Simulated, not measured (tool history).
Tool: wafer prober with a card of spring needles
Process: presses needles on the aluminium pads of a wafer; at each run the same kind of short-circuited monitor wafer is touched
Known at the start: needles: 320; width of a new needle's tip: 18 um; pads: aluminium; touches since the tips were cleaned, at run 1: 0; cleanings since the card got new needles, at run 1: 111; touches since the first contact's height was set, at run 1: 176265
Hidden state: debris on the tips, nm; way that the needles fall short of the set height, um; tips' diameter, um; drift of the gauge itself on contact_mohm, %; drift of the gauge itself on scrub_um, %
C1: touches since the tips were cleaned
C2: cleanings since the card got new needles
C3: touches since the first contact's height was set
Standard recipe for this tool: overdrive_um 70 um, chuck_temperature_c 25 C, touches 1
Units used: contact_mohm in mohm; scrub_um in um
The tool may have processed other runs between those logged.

Run 1, hour 0: usual settings; C1 0; C2 111; C3 176265. Result: contact_mohm 164 mohm, scrub_um 16.79 um.
At hour 12.8: tips cleaned on abrasive film.
At hour 28.8: tips cleaned on abrasive film.
At hour 44.8: tips cleaned on abrasive film.
At hour 57.7: tips cleaned on abrasive film.
At hour 73.7: tips cleaned on abrasive film.
Run 2, hour 80.8: usual settings but overdrive_um 84 um; C1 2805; C2 116; C3 208053. Result: contact_mohm 197 mohm, scrub_um 20.03 um.
At hour 87.2: tips cleaned on abrasive film.
At hour 103.2: tips cleaned on abrasive film.
At hour 119.2: tips cleaned on abrasive film.
At hour 132.1: tips cleaned on abrasive film.
Run 3, hour 143.1: usual settings; C1 4382; C2 120; C3 232597. Result: contact_mohm 226 mohm, scrub_um 16.61 um.
At hour 146.4: tips cleaned on abrasive film.
At hour 159.2: tips cleaned on abrasive film.
At hour 165.9: height of the first contact set anew.
At hour 172.3: tips cleaned on abrasive film.
At hour 188.4: tips cleaned on abrasive film.
At hour 204.4: tips cleaned on abrasive film.
At hour 219.1: tips cleaned on abrasive film.
Run 4, hour 219.1: usual settings; C1 0; C2 126; C3 20939. Result: contact_mohm 160 mohm, scrub_um 17.32 um.
At hour 235.2: tips cleaned on abrasive film.
At hour 251.2: tips cleaned on abrasive film.
At hour 267.2: tips cleaned on abrasive film.
Run 5, hour 268.5: usual settings; C1 509; C2 129; C3 40349. Result: contact_mohm 179 mohm, scrub_um 17.32 um.
At hour 281.3: tips cleaned on abrasive film.
At hour 297.3: tips cleaned on abrasive film.
At hour 313.3: tips cleaned on abrasive film.
At hour 329.3: tips cleaned on abrasive film.
At hour 342.1: tips cleaned on abrasive film.
At hour 355.8: tips cleaned on abrasive film.
Run 6, hour 355.8: usual settings; C1 0; C2 135; C3 74713. Result: contact_mohm 165 mohm, scrub_um 17.07 um.
At hour 368.6: tips cleaned on abrasive film.
At hour 381.5: tips cleaned on abrasive film.
At hour 397.5: tips cleaned on abrasive film.
Run 7, hour 405.1: usual settings; C1 3031; C2 138; C3 94126. Result: contact_mohm 215 mohm, scrub_um 17.15 um.
At hour 411.6: tips cleaned on abrasive film.
At hour 427.6: tips cleaned on abrasive film.
At hour 443.6: tips cleaned on abrasive film.
At hour 456.4: tips cleaned on abrasive film.
At hour 471.3: tips cleaned on abrasive film.
Run 8, hour 471.3: usual settings; C1 0; C2 143; C3 120150. Result: contact_mohm 168 mohm, scrub_um 17.06 um.
At hour 487.3: tips cleaned on abrasive film.
At hour 500.1: tips cleaned on abrasive film.
At hour 516.2: tips cleaned on abrasive film.
Run 9, hour 527.5: usual settings but touches 2; C1 4503; C2 146; C3 142294. Result: contact_mohm 196 mohm, scrub_um 16.94 um.
At hour 530.8: tips cleaned on abrasive film.
At hour 543.6: tips cleaned on abrasive film.
At hour 559.6: tips cleaned on abrasive film.
At hour 572.5: tips cleaned on abrasive film.
At hour 588.5: tips cleaned on abrasive film.
Run 10, hour 595: usual settings; C1 2591; C2 151; C3 168827. Result: contact_mohm 218 mohm, scrub_um 16.91 um.
At hour 601.5: tips cleaned on abrasive film.
At hour 617.5: tips cleaned on abrasive film.
At hour 630.3: tips cleaned on abrasive film.
At hour 646.3: tips cleaned on abrasive film.
Run 11, hour 658.3: usual settings but touches 2; C1 4757; C2 155; C3 193748. Result: contact_mohm 202 mohm, scrub_um 16.77 um.
At hour 661.6: tips cleaned on abrasive film.
At hour 674.4: tips cleaned on abrasive film.
At hour 690.4: tips cleaned on abrasive film.
At hour 706.4: tips cleaned on abrasive film.
At hour 722.5: tips cleaned on abrasive film.
Run 12, hour 732: usual settings but overdrive_um 52 um; C1 3798; C2 160; C3 222748. Result: contact_mohm 282 mohm, scrub_um 12.2 um.
At hour 738.4: tips cleaned on abrasive film.
At hour 751.3: tips cleaned on abrasive film.
At hour 767.3: tips cleaned on abrasive film.
At hour 780.3: height of the first contact set anew.
At hour 783.6: tips cleaned on abrasive film.
At hour 799.6: tips cleaned on abrasive film.
At hour 815.6: tips cleaned on abrasive film.
Run 13, hour 821.3: usual settings but overdrive_um 52 um; C1 2253; C2 166; C3 16114. Result: contact_mohm 253 mohm, scrub_um 12.9 um.
At hour 830.9: tips cleaned on abrasive film.
At hour 843.7: tips cleaned on abrasive film.
At hour 859.7: tips cleaned on abrasive film.
At hour 872.6: tips cleaned on abrasive film.
Run 14, hour 872.6: usual settings but chuck_temperature_c 55 C; C1 0; C2 170; C3 36292. Result: contact_mohm 168 mohm, scrub_um 17.2 um.
At hour 888.6: tips cleaned on abrasive film.
At hour 904.6: tips cleaned on abrasive film.
Run 15, hour 913: usual settings but chuck_temperature_c 55 C; C1 3348; C2 172; C3 52216. Result: contact_mohm 223 mohm, scrub_um 17.18 um.
At hour 919.5: tips cleaned on abrasive film.
At hour 932.3: tips cleaned on abrasive film.
At hour 945.1: tips cleaned on abrasive film.
At hour 961.1: tips cleaned on abrasive film.
At hour 975.1: tips cleaned on abrasive film.
Run 16, hour 975.1: usual settings but chuck_temperature_c 55 C; C1 0; C2 177; C3 76592. Result: contact_mohm 167 mohm, scrub_um 17.11 um.
At hour 991.1: tips cleaned on abrasive film.
At hour 1003.9: tips cleaned on abrasive film.
At hour 1019.9: tips cleaned on abrasive film.
At hour 1035.9: tips cleaned on abrasive film.
At hour 1048.7: tips cleaned on abrasive film.
Run 17, hour 1058.9: usual settings but chuck_temperature_c 27 C, touches 2; C1 4036; C2 182; C3 109610. Result: contact_mohm 197 mohm, scrub_um 17.06 um.
At hour 1062.2: tips cleaned on abrasive film.
At hour 1078.2: tips cleaned on abrasive film.
At hour 1091: tips cleaned on abrasive film.
Run 18, hour 1097.7: usual settings but touches 3; C1 2643; C2 185; C3 124858. Result: contact_mohm 178 mohm, scrub_um 16.96 um.
At hour 1104.2: tips cleaned on abrasive film.
At hour 1120.2: tips cleaned on abrasive film.
At hour 1136.2: tips cleaned on abrasive film.
At hour 1152.2: tips cleaned on abrasive film.
At hour 1166.1: tips cleaned on abrasive film.
Run 19, hour 1166.1: usual settings but touches 3; C1 0; C2 190; C3 151740. Result: contact_mohm 159 mohm, scrub_um 16.9 um.
At hour 1178.9: tips cleaned on abrasive film.
At hour 1194.9: tips cleaned on abrasive film.
At hour 1207.7: tips cleaned on abrasive film.
At hour 1220.6: tips cleaned on abrasive film.
At hour 1236.6: tips cleaned on abrasive film.
At hour 1249.4: tips cleaned on abrasive film.
Run 20, hour 1251.8: usual settings but touches 3; C1 957; C2 196; C3 185462. Result: contact_mohm 171 mohm, scrub_um 16.68 um.
At hour 1264.6: tips cleaned on abrasive film.
At hour 1280.6: tips cleaned on abrasive film.
At hour 1296.6: tips cleaned on abrasive film.
At hour 1309.5: tips cleaned on abrasive film.
At hour 1325.5: tips cleaned on abrasive film.
At hour 1339.9: tips cleaned on abrasive film.
Run 21, hour 1339.9: usual settings but touches 3; C1 0; C2 202; C3 220112. Result: contact_mohm 161 mohm, scrub_um 16.62 um.
At hour 1352.7: tips cleaned on abrasive film.
At hour 1368.7: tips cleaned on abrasive film.
At hour 1381.5: tips cleaned on abrasive film.
At hour 1394.6: height of the first contact set anew.
At hour 1397.9: tips cleaned on abrasive film.
At hour 1413.9: tips cleaned on abrasive film.
Run 22, hour 1415: usual settings but touches 2; C1 433; C2 207; C3 7994. Result: contact_mohm 171 mohm, scrub_um 17.35 um.
At hour 1427.8: tips cleaned on abrasive film.
At hour 1443.8: tips cleaned on abrasive film.
At hour 1456.7: tips cleaned on abrasive film.
Run 23, hour 1456.7: usual settings but overdrive_um 51 um, chuck_temperature_c 34 C; C1 0; C2 210; C3 24420. Result: contact_mohm 170 mohm, scrub_um 12.58 um.

Across each entry between runs, compare the hidden state at the last listed run before it with the hidden state at the first listed run after it:
Runs 1 to 2: tips cleaned on abrasive film (hour 12.8); tips cleaned on abrasive film (hour 28.8); tips cleaned on abrasive film (hour 44.8); tips cleaned on abrasive film (hour 57.7); tips cleaned on abrasive film (hour 73.7)
  debris on the tips, nm: 6.6 -> 49.4; way that the needles fall short of the set height, um: 2.56 -> 2.97; tips' diameter, um: 21.28 -> 21.42
  measured value less the no-hidden-state value, contact_mohm: +9 -> +43 mohm; scrub_um: -0.64 -> -0.74 um
Runs 2 to 3: tips cleaned on abrasive film (hour 87.2); tips cleaned on abrasive film (hour 103.2); tips cleaned on abrasive film (hour 119.2); tips cleaned on abrasive film (hour 132.1)
  debris on the tips, nm: 49.4 -> 56.5; way that the needles fall short of the set height, um: 2.97 -> 3.26; tips' diameter, um: 21.42 -> 21.53
  measured value less the no-hidden-state value, contact_mohm: +43 -> +69 mohm; scrub_um: -0.74 -> -0.81 um
Runs 3 to 4: tips cleaned on abrasive film (hour 146.4); tips cleaned on abrasive film (hour 159.2); height of the first contact set anew (hour 165.9); tips cleaned on abrasive film (hour 172.3); tips cleaned on abrasive film (hour 188.4); tips cleaned on abrasive film (hour 204.4); tips cleaned on abrasive film (hour 219.1)
  debris on the tips, nm: 56.5 -> 3.7; way that the needles fall short of the set height, um: 3.26 -> 0.28; tips' diameter, um: 21.53 -> 21.67
  measured value less the no-hidden-state value, contact_mohm: +69 -> +5 mohm; scrub_um: -0.81 -> -0.06 um
Runs 4 to 5: tips cleaned on abrasive film (hour 235.2); tips cleaned on abrasive film (hour 251.2); tips cleaned on abrasive film (hour 267.2)
  debris on the tips, nm: 3.7 -> 20.6; way that the needles fall short of the set height, um: 0.28 -> 0.49; tips' diameter, um: 21.67 -> 21.74
  measured value less the no-hidden-state value, contact_mohm: +5 -> +25 mohm; scrub_um: -0.06 -> -0.12 um
Runs 5 to 6: tips cleaned on abrasive film (hour 281.3); tips cleaned on abrasive film (hour 297.3); tips cleaned on abrasive film (hour 313.3); tips cleaned on abrasive film (hour 329.3); tips cleaned on abrasive film (hour 342.1); tips cleaned on abrasive film (hour 355.8)
  debris on the tips, nm: 20.6 -> 6.6; way that the needles fall short of the set height, um: 0.49 -> 1.03; tips' diameter, um: 21.74 -> 21.93
  measured value less the no-hidden-state value, contact_mohm: +25 -> +10 mohm; scrub_um: -0.12 -> -0.25 um
Runs 6 to 7: tips cleaned on abrasive film (hour 368.6); tips cleaned on abrasive film (hour 381.5); tips cleaned on abrasive film (hour 397.5)
  debris on the tips, nm: 6.6 -> 50.5; way that the needles fall short of the set height, um: 1.03 -> 1.23; tips' diameter, um: 21.93 -> 22
  measured value less the no-hidden-state value, contact_mohm: +10 -> +60 mohm; scrub_um: -0.25 -> -0.3 um
Runs 7 to 8: tips cleaned on abrasive film (hour 411.6); tips cleaned on abrasive film (hour 427.6); tips cleaned on abrasive film (hour 443.6); tips cleaned on abrasive film (hour 456.4); tips cleaned on abrasive film (hour 471.3)
  debris on the tips, nm: 50.5 -> 6.7; way that the needles fall short of the set height, um: 1.23 -> 1.63; tips' diameter, um: 22 -> 22.14
  measured value less the no-hidden-state value, contact_mohm: +60 -> +10 mohm; scrub_um: -0.3 -> -0.4 um
Runs 8 to 9: tips cleaned on abrasive film (hour 487.3); tips cleaned on abrasive film (hour 500.1); tips cleaned on abrasive film (hour 516.2)
  debris on the tips, nm: 6.7 -> 57.8; way that the needles fall short of the set height, um: 1.63 -> 1.89; tips' diameter, um: 22.14 -> 22.23
  measured value less the no-hidden-state value, contact_mohm: +10 -> +43 mohm; scrub_um: -0.4 -> -0.47 um
Runs 9 to 10: tips cleaned on abrasive film (hour 530.8); tips cleaned on abrasive film (hour 543.6); tips cleaned on abrasive film (hour 559.6); tips cleaned on abrasive film (hour 572.5); tips cleaned on abrasive film (hour 588.5)
  debris on the tips, nm: 57.8 -> 51.2; way that the needles fall short of the set height, um: 1.89 -> 2.27; tips' diameter, um: 22.23 -> 22.37
  measured value less the no-hidden-state value, contact_mohm: +43 -> +64 mohm; scrub_um: -0.47 -> -0.56 um
Runs 10 to 11: tips cleaned on abrasive film (hour 601.5); tips cleaned on abrasive film (hour 617.5); tips cleaned on abrasive film (hour 630.3); tips cleaned on abrasive film (hour 646.3)
  debris on the tips, nm: 51.2 -> 57.5; way that the needles fall short of the set height, um: 2.27 -> 2.57; tips' diameter, um: 22.37 -> 22.47
  measured value less the no-hidden-state value, contact_mohm: +64 -> +46 mohm; scrub_um: -0.56 -> -0.64 um
Runs 11 to 12: tips cleaned on abrasive film (hour 661.6); tips cleaned on abrasive film (hour 674.4); tips cleaned on abrasive film (hour 690.4); tips cleaned on abrasive film (hour 706.4); tips cleaned on abrasive film (hour 722.5)
  debris on the tips, nm: 57.5 -> 52.8; way that the needles fall short of the set height, um: 2.57 -> 3; tips' diameter, um: 22.47 -> 22.62
  measured value less the no-hidden-state value, contact_mohm: +46 -> +123 mohm; scrub_um: -0.64 -> -0.75 um
Runs 12 to 13: tips cleaned on abrasive film (hour 738.4); tips cleaned on abrasive film (hour 751.3); tips cleaned on abrasive film (hour 767.3); height of the first contact set anew (hour 780.3); tips cleaned on abrasive film (hour 783.6); tips cleaned on abrasive film (hour 799.6); tips cleaned on abrasive film (hour 815.6)
  debris on the tips, nm: 52.8 -> 42; way that the needles fall short of the set height, um: 3 -> 0.26; tips' diameter, um: 22.62 -> 22.8
  measured value less the no-hidden-state value, contact_mohm: +123 -> +92 mohm; scrub_um: -0.75 -> -0.06 um
Runs 13 to 14: tips cleaned on abrasive film (hour 830.9); tips cleaned on abrasive film (hour 843.7); tips cleaned on abrasive film (hour 859.7); tips cleaned on abrasive film (hour 872.6)
  debris on the tips, nm: 42 -> 4.6; way that the needles fall short of the set height, um: 0.26 -> 0.58; tips' diameter, um: 22.8 -> 22.91
  measured value less the no-hidden-state value, contact_mohm: +92 -> +8 mohm; scrub_um: -0.06 -> -0.14 um
Runs 14 to 15: tips cleaned on abrasive film (hour 888.6); tips cleaned on abrasive film (hour 904.6)
  debris on the tips, nm: 4.6 -> 53.5; way that the needles fall short of the set height, um: 0.58 -> 0.72; tips' diameter, um: 22.91 -> 22.96
  measured value less the no-hidden-state value, contact_mohm: +8 -> +65 mohm; scrub_um: -0.14 -> -0.18 um
Runs 15 to 16: tips cleaned on abrasive film (hour 919.5); tips cleaned on abrasive film (hour 932.3); tips cleaned on abrasive film (hour 945.1); tips cleaned on abrasive film (hour 961.1); tips cleaned on abrasive film (hour 975.1)
  debris on the tips, nm: 53.5 -> 4.2; way that the needles fall short of the set height, um: 0.72 -> 1.13; tips' diameter, um: 22.96 -> 23.1
  measured value less the no-hidden-state value, contact_mohm: +65 -> +7 mohm; scrub_um: -0.18 -> -0.28 um
Runs 16 to 17: tips cleaned on abrasive film (hour 991.1); tips cleaned on abrasive film (hour 1003.9); tips cleaned on abrasive film (hour 1019.9); tips cleaned on abrasive film (hour 1035.9); tips cleaned on abrasive film (hour 1048.7)
  debris on the tips, nm: 4.2 -> 56; way that the needles fall short of the set height, um: 1.13 -> 1.56; tips' diameter, um: 23.1 -> 23.25
  measured value less the no-hidden-state value, contact_mohm: +7 -> +45 mohm; scrub_um: -0.28 -> -0.39 um
Runs 17 to 18: tips cleaned on abrasive film (hour 1062.2); tips cleaned on abrasive film (hour 1078.2); tips cleaned on abrasive film (hour 1091)
  debris on the tips, nm: 56 -> 45.9; way that the needles fall short of the set height, um: 1.56 -> 1.77; tips' diameter, um: 23.25 -> 23.33
  measured value less the no-hidden-state value, contact_mohm: +45 -> +24 mohm; scrub_um: -0.39 -> -0.44 um
Runs 18 to 19: tips cleaned on abrasive film (hour 1104.2); tips cleaned on abrasive film (hour 1120.2); tips cleaned on abrasive film (hour 1136.2); tips cleaned on abrasive film (hour 1152.2); tips cleaned on abrasive film (hour 1166.1)
  debris on the tips, nm: 45.9 -> 3.3; way that the needles fall short of the set height, um: 1.77 -> 2.18; tips' diameter, um: 23.33 -> 23.47
  measured value less the no-hidden-state value, contact_mohm: +24 -> +4 mohm; scrub_um: -0.44 -> -0.55 um
Runs 19 to 20: tips cleaned on abrasive film (hour 1178.9); tips cleaned on abrasive film (hour 1194.9); tips cleaned on abrasive film (hour 1207.7); tips cleaned on abrasive film (hour 1220.6); tips cleaned on abrasive film (hour 1236.6); tips cleaned on abrasive film (hour 1249.4)
  debris on the tips, nm: 3.3 -> 30.9; way that the needles fall short of the set height, um: 2.18 -> 2.64; tips' diameter, um: 23.47 -> 23.63
  measured value less the no-hidden-state value, contact_mohm: +4 -> +18 mohm; scrub_um: -0.55 -> -0.66 um
Runs 20 to 21: tips cleaned on abrasive film (hour 1264.6); tips cleaned on abrasive film (hour 1280.6); tips cleaned on abrasive film (hour 1296.6); tips cleaned on abrasive film (hour 1309.5); tips cleaned on abrasive film (hour 1325.5); tips cleaned on abrasive film (hour 1339.9)
  debris on the tips, nm: 30.9 -> 4; way that the needles fall short of the set height, um: 2.64 -> 3.16; tips' diameter, um: 23.63 -> 23.81
  measured value less the no-hidden-state value, contact_mohm: +18 -> +6 mohm; scrub_um: -0.66 -> -0.79 um
Runs 21 to 22: tips cleaned on abrasive film (hour 1352.7); tips cleaned on abrasive film (hour 1368.7); tips cleaned on abrasive film (hour 1381.5); height of the first contact set anew (hour 1394.6); tips cleaned on abrasive film (hour 1397.9); tips cleaned on abrasive film (hour 1413.9)
  debris on the tips, nm: 4 -> 19.7; way that the needles fall short of the set height, um: 3.16 -> 0.15; tips' diameter, um: 23.81 -> 23.94
  measured value less the no-hidden-state value, contact_mohm: +6 -> +18 mohm; scrub_um: -0.79 -> -0.04 um
Runs 22 to 23: tips cleaned on abrasive film (hour 1427.8); tips cleaned on abrasive film (hour 1443.8); tips cleaned on abrasive film (hour 1456.7)
  debris on the tips, nm: 19.7 -> 2.5; way that the needles fall short of the set height, um: 0.15 -> 0.33; tips' diameter, um: 23.94 -> 24
  measured value less the no-hidden-state value, contact_mohm: +18 -> +10 mohm; scrub_um: -0.04 -> -0.08 um

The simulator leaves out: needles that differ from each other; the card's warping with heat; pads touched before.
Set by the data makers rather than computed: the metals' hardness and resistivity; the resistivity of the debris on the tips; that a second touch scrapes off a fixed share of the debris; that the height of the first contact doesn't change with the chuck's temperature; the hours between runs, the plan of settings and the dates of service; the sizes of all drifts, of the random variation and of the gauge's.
